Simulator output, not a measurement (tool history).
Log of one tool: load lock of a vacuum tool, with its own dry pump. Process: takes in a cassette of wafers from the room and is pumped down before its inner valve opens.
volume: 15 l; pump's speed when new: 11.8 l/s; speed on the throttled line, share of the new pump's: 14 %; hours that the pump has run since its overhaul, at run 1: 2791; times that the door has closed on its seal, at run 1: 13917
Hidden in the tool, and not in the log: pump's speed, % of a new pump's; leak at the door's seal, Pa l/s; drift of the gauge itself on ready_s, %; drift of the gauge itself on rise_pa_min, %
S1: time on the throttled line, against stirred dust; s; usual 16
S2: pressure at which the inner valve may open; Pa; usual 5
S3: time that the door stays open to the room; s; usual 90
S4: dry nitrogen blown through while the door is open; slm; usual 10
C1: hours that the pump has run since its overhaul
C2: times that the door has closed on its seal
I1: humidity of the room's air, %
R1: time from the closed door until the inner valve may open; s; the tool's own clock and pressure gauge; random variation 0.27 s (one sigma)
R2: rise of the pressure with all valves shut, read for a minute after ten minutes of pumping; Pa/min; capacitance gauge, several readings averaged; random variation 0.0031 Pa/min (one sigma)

run,hour,S1,S2,S3,S4,C1,C2,I1,R1,R2
1,0.0,16,5,90,10,2791,13917,46.2,27.3,0.144
2,123.0,16,5,90,10,2914,14433,41.2,27.0,0.141
3,217.2,16,5,90,10,3008,14828,45.2,27.0,0.150
4,379.6,16,5,90,10,3171,15508,44.7,27.2,0.156
5,554.2,16,5,90,10,3345,16240,43.8,27.4,0.161
6,658.8,16,5,90,10,3450,16678,44.4,26.7,0.160
7,846.4,16,7,90,10,3637,17464,45.5,26.4,0.169
8,978.3,16,7,90,5,3769,18016,43.9,26.4,0.186
9,1095.9,16,5,90,10,3887,18509,45.9,27.1,0.176
10,1276.8,16,5,90,10,4068,19267,43.3,27.0,0.177
11,1374.9,16,5,90,10,4166,19678,48.1,27.0,0.192
12,1488.1,29,9,72,42,4279,20152,43.4,37.3,0.147
13,1614.0,30,5,106,10,4405,20680,45.2,38.7,0.206
14,1796.0,16,9,90,7,4587,21443,47.8,26.4,0.213
15,1913.6,16,5,56,10,4705,21935,46.4,27.3,0.187
16,2004.5,14,5,227,6,4795,22316,44.2,25.3,0.265
17,2152.6,16,5,42,21,4944,22936,44.4,26.8,0.184
18,2311.8,16,4,90,10,5103,23604,46.2,28.0,0.226
19,2438.6,16,4,90,10,5230,24135,47.0,27.4,0.226

Forecast each of these 4 alternatives for the next run:
A,2634.1,16,5,57,33,5425,24954,44.8,?,?
B,2634.1,16,4,212,10,5425,24954,45.2,?,?
C,2634.1,26,5,90,10,5425,24954,42.9,?,?
D,2634.1,14,5,129,10,5425,24954,47.2,?,?

run,R1,R2
A,27.1,0.188
B,27.9,0.271
C,35.9,0.225
D,25.2,0.253
Without the tool's hidden state the same runs would have given:
run,R1,R2
A,26.2,0.046
B,27.0,0.130
C,35.1,0.082
D,24.3,0.110
